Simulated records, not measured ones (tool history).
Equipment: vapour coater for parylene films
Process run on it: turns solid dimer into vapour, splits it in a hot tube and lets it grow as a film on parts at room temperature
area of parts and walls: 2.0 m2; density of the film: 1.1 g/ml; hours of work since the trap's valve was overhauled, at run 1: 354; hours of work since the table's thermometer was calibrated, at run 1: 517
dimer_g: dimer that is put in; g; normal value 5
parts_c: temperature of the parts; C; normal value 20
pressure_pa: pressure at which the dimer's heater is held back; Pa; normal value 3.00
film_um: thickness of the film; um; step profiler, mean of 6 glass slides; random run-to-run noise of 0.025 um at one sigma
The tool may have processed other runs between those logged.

run,hour,dimer_g,parts_c,pressure_pa,hours of work since the trap's valve was overhauled,hours of work since the table's thermometer was calibrated,film_um
1,0.0,5,20,3.00,354,517,1.66
2,14.9,5,20,3.00,364,528,1.68
3,27.9,5,20,3.00,374,537,1.66
4,46.5,5,20,3.00,387,550,1.62
5,56.2,5,20,3.00,394,557,1.62
6,65.8,5,20,8.02,401,564,1.39
7,83.6,5,20,3.00,413,577,1.62
8,101.9,5,20,3.00,426,590,1.67
# hour 110.2: trap's valve overhauled
9,114.0,5,20,3.00,3,595,1.82
10,129.0,2,20,3.00,13,606,0.70
11,146.0,2,20,3.00,26,618,0.71
12,158.3,2,20,3.00,34,627,0.69
13,170.9,2,20,8.12,43,636,0.59
14,181.1,5,20,3.00,51,643,1.74
15,194.7,2,20,2.26,60,653,0.71
16,209.1,9,25,7.39,70,663,2.49
17,221.4,9,25,7.39,79,672,2.46
18,229.1,9,25,7.39,85,677,2.46
19,239.8,9,25,7.39,92,685,2.44
20,251.1,9,20,2.19,100,693,3.34
21,267.1,5,21,6.46,112,704,1.48
22,281.5,5,21,6.46,122,715,1.50
23,297.8,3,18,3.07,134,726,1.09
24,308.0,3,18,3.07,141,734,1.06

Here are 3 independent what-if runs from the current tool condition. What would each one return?
A,322.7,3,27,2.08,151,744,?
B,322.7,5,31,5.23,151,744,?
C,322.7,5,24,3.00,151,744,?

run,film_um
A,0.95
B,1.28
C,1.57
What these runs would have given with no unlogged condition in the tool:
run,film_um
A,1.01
B,1.35
C,1.67
